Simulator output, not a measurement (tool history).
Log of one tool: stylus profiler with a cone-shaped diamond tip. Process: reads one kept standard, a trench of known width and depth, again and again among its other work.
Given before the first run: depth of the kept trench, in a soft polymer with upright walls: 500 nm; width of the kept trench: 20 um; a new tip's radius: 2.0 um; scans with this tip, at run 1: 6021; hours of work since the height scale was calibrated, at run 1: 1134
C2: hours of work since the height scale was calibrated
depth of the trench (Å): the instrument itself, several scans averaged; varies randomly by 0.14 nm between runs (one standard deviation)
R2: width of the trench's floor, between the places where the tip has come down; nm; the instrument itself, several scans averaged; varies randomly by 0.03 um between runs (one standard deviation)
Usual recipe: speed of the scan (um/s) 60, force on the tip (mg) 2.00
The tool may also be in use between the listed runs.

run 1 day=0.000 | speed_of_the_scan_(um/s)=60 force_on_the_tip_(mg)=2.00 | scans_with_this_tip=6021 C2=1134 | depth_of_the_trench_(Å)=5044.2 R2=16560
run 2 day=2.425 | speed_of_the_scan_(um/s)=60 force_on_the_tip_(mg)=2.00 | scans_with_this_tip=6231 C2=1173 | depth_of_the_trench_(Å)=5042.5 R2=16510
run 3 day=4.392 | speed_of_the_scan_(um/s)=60 force_on_the_tip_(mg)=2.00 | scans_with_this_tip=6402 C2=1205 | depth_of_the_trench_(Å)=5043.8 R2=16490
-- day=6.125 height scale calibrated on a step standard
run 4 day=7.946 | speed_of_the_scan_(um/s)=60 force_on_the_tip_(mg)=2.00 | scans_with_this_tip=6708 C2=30 | depth_of_the_trench_(Å)=5064.6 R2=16480
run 5 day=9.512 | speed_of_the_scan_(um/s)=60 force_on_the_tip_(mg)=2.00 | scans_with_this_tip=6844 C2=55 | depth_of_the_trench_(Å)=5067.4 R2=16460
run 6 day=12.254 | speed_of_the_scan_(um/s)=60 force_on_the_tip_(mg)=2.00 | scans_with_this_tip=7081 C2=100 | depth_of_the_trench_(Å)=5065.5 R2=16440
run 7 day=15.600 | speed_of_the_scan_(um/s)=60 force_on_the_tip_(mg)=2.00 | scans_with_this_tip=7371 C2=155 | depth_of_the_trench_(Å)=5061.7 R2=16420
run 8 day=17.438 | speed_of_the_scan_(um/s)=60 force_on_the_tip_(mg)=2.00 | scans_with_this_tip=7531 C2=185 | depth_of_the_trench_(Å)=5061.7 R2=16420
run 9 day=20.183 | speed_of_the_scan_(um/s)=60 force_on_the_tip_(mg)=2.00 | scans_with_this_tip=7768 C2=229 | depth_of_the_trench_(Å)=5060.0 R2=16400
run 10 day=22.454 | speed_of_the_scan_(um/s)=60 force_on_the_tip_(mg)=2.00 | scans_with_this_tip=7965 C2=267 | depth_of_the_trench_(Å)=5059.2 R2=16360
run 11 day=25.304 | speed_of_the_scan_(um/s)=60 force_on_the_tip_(mg)=2.00 | scans_with_this_tip=8212 C2=313 | depth_of_the_trench_(Å)=5059.6 R2=16370
run 12 day=27.446 | speed_of_the_scan_(um/s)=60 force_on_the_tip_(mg)=2.00 | scans_with_this_tip=8398 C2=348 | depth_of_the_trench_(Å)=5057.1 R2=16300
run 13 day=30.342 | speed_of_the_scan_(um/s)=60 force_on_the_tip_(mg)=2.00 | scans_with_this_tip=8649 C2=395 | depth_of_the_trench_(Å)=5057.9 R2=16340
run 14 day=33.958 | speed_of_the_scan_(um/s)=60 force_on_the_tip_(mg)=2.64 | scans_with_this_tip=8962 C2=454 | depth_of_the_trench_(Å)=5069.9 R2=16330
run 15 day=36.479 | speed_of_the_scan_(um/s)=60 force_on_the_tip_(mg)=2.64 | scans_with_this_tip=9181 C2=495 | depth_of_the_trench_(Å)=5069.4 R2=16300
run 16 day=39.875 | speed_of_the_scan_(um/s)=27 force_on_the_tip_(mg)=2.00 | scans_with_this_tip=9475 C2=551 | depth_of_the_trench_(Å)=5052.5 R2=16450
run 17 day=42.308 | speed_of_the_scan_(um/s)=60 force_on_the_tip_(mg)=5.46 | scans_with_this_tip=9686 C2=591 | depth_of_the_trench_(Å)=5117.7 R2=16380
run 18 day=44.721 | speed_of_the_scan_(um/s)=60 force_on_the_tip_(mg)=2.00 | scans_with_this_tip=9895 C2=630 | depth_of_the_trench_(Å)=5052.6 R2=16210
run 19 day=46.538 | speed_of_the_scan_(um/s)=60 force_on_the_tip_(mg)=2.00 | scans_with_this_tip=10053 C2=660 | depth_of_the_trench_(Å)=5052.2 R2=16230
run 20 day=48.362 | speed_of_the_scan_(um/s)=60 force_on_the_tip_(mg)=2.00 | scans_with_this_tip=10211 C2=689 | depth_of_the_trench_(Å)=5049.2 R2=16190
run 21 day=52.062 | speed_of_the_scan_(um/s)=60 force_on_the_tip_(mg)=2.00 | scans_with_this_tip=10531 C2=750 | depth_of_the_trench_(Å)=5049.3 R2=16160
run 22 day=55.058 | speed_of_the_scan_(um/s)=60 force_on_the_tip_(mg)=2.00 | scans_with_this_tip=10791 C2=799 | depth_of_the_trench_(Å)=5047.5 R2=16210
run 23 day=57.562 | speed_of_the_scan_(um/s)=60 force_on_the_tip_(mg)=1.01 | scans_with_this_tip=11008 C2=840 | depth_of_the_trench_(Å)=5022.4 R2=15990
run 24 day=59.354 | speed_of_the_scan_(um/s)=60 force_on_the_tip_(mg)=1.01 | scans_with_this_tip=11163 C2=869 | depth_of_the_trench_(Å)=5021.9 R2=16000
run 25 day=62.233 | speed_of_the_scan_(um/s)=25 force_on_the_tip_(mg)=0.97 | scans_with_this_tip=11413 C2=916 | depth_of_the_trench_(Å)=5020.9 R2=16250
run 26 day=65.233 | speed_of_the_scan_(um/s)=103 force_on_the_tip_(mg)=2.00 | scans_with_this_tip=11673 C2=965 | depth_of_the_trench_(Å)=5043.4 R2=15830
run 27 day=68.667 | speed_of_the_scan_(um/s)=43 force_on_the_tip_(mg)=1.31 | scans_with_this_tip=11970 C2=1021 | depth_of_the_trench_(Å)=5029.1 R2=16100
run 28 day=71.417 | speed_of_the_scan_(um/s)=43 force_on_the_tip_(mg)=4.86 | scans_with_this_tip=12209 C2=1066 | depth_of_the_trench_(Å)=5092.5 R2=16210
run 29 day=74.729 | speed_of_the_scan_(um/s)=202 force_on_the_tip_(mg)=0.68 | scans_with_this_tip=12496 C2=1120 | depth_of_the_trench_(Å)=5007.0 R2=14560
run 30 day=78.467 | speed_of_the_scan_(um/s)=33 force_on_the_tip_(mg)=1.87 | scans_with_this_tip=12820 C2=1181 | depth_of_the_trench_(Å)=5039.0 R2=16140
run 31 day=81.217 | speed_of_the_scan_(um/s)=32 force_on_the_tip_(mg)=1.85 | scans_with_this_tip=13058 C2=1226 | depth_of_the_trench_(Å)=5034.6 R2=16140
-- day=81.733 height scale calibrated on a step standard
run 32 day=84.925 | speed_of_the_scan_(um/s)=30 force_on_the_tip_(mg)=1.42 | scans_with_this_tip=13378 C2=52 | depth_of_the_trench_(Å)=5052.3 R2=16100
run 33 day=87.975 | speed_of_the_scan_(um/s)=31 force_on_the_tip_(mg)=5.57 | scans_with_this_tip=13642 C2=102 | depth_of_the_trench_(Å)=5130.3 R2=16090
run 34 day=90.938 | speed_of_the_scan_(um/s)=56 force_on_the_tip_(mg)=4.49 | scans_with_this_tip=13899 C2=150 | depth_of_the_trench_(Å)=5115.0 R2=16030
run 35 day=92.871 | speed_of_the_scan_(um/s)=56 force_on_the_tip_(mg)=4.49 | scans_with_this_tip=14066 C2=182 | depth_of_the_trench_(Å)=5113.8 R2=16040
run 36 day=95.317 | speed_of_the_scan_(um/s)=26 force_on_the_tip_(mg)=5.98 | scans_with_this_tip=14278 C2=222 | depth_of_the_trench_(Å)=5134.5 R2=16150
run 37 day=96.867 | speed_of_the_scan_(um/s)=226 force_on_the_tip_(mg)=1.10 | scans_with_this_tip=14412 C2=247 | depth_of_the_trench_(Å)=5039.7 R2=14610
run 38 day=99.221 | speed_of_the_scan_(um/s)=226 force_on_the_tip_(mg)=1.10 | scans_with_this_tip=14616 C2=285 | depth_of_the_trench_(Å)=5040.7 R2=14650
run 39 day=101.712 | speed_of_the_scan_(um/s)=44 force_on_the_tip_(mg)=2.21 | scans_with_this_tip=14833 C2=326 | depth_of_the_trench_(Å)=5065.9 R2=15920
run 40 day=104.621 | speed_of_the_scan_(um/s)=44 force_on_the_tip_(mg)=2.21 | scans_with_this_tip=15085 C2=374 | depth_of_the_trench_(Å)=5063.3 R2=15900
run 41 day=106.467 | speed_of_the_scan_(um/s)=44 force_on_the_tip_(mg)=2.21 | scans_with_this_tip=15244 C2=404 | depth_of_the_trench_(Å)=5064.0 R2=15950
run 42 day=109.096 | speed_of_the_scan_(um/s)=60 force_on_the_tip_(mg)=0.84 | scans_with_this_tip=15472 C2=447 | depth_of_the_trench_(Å)=5029.5 R2=15590
run 43 day=110.779 | speed_of_the_scan_(um/s)=60 force_on_the_tip_(mg)=0.84 | scans_with_this_tip=15618 C2=474 | depth_of_the_trench_(Å)=5028.6 R2=15600
run 44 day=114.000 | speed_of_the_scan_(um/s)=58 force_on_the_tip_(mg)=2.28 | scans_with_this_tip=15898 C2=527 | depth_of_the_trench_(Å)=5061.8 R2=15790
run 45 day=115.721 | speed_of_the_scan_(um/s)=77 force_on_the_tip_(mg)=1.87 | scans_with_this_tip=16047 C2=555 | depth_of_the_trench_(Å)=5052.8 R2=15650

Below are 4 alternative next runs, each starting from the tool's condition after run 45. Predict each:
run A day=117.883 | speed_of_the_scan_(um/s)=98 force_on_the_tip_(mg)=4.37 | scans_with_this_tip=16234 C2=590 | depth_of_the_trench_(Å)=? R2=?
run B day=117.883 | speed_of_the_scan_(um/s)=101 force_on_the_tip_(mg)=2.00 | scans_with_this_tip=16234 C2=590 | depth_of_the_trench_(Å)=? R2=?
run C day=117.883 | speed_of_the_scan_(um/s)=60 force_on_the_tip_(mg)=1.25 | scans_with_this_tip=16234 C2=590 | depth_of_the_trench_(Å)=? R2=?
run D day=117.883 | speed_of_the_scan_(um/s)=150 force_on_the_tip_(mg)=1.61 | scans_with_this_tip=16234 C2=590 | depth_of_the_trench_(Å)=? R2=?

run=A depth_of_the_trench_(Å)=5099.0 R2=15750
run=B depth_of_the_trench_(Å)=5053.8 R2=15580
run=C depth_of_the_trench_(Å)=5036.5 R2=15650
run=D depth_of_the_trench_(Å)=5044.0 R2=15240
With no hidden state in the tool, these same runs would have given:
run=A depth_of_the_trench_(Å)=5111.2 R2=17030
run=B depth_of_the_trench_(Å)=5065.9 R2=16860
run=C depth_of_the_trench_(Å)=5048.6 R2=16930
run=D depth_of_the_trench_(Å)=5056.1 R2=16520
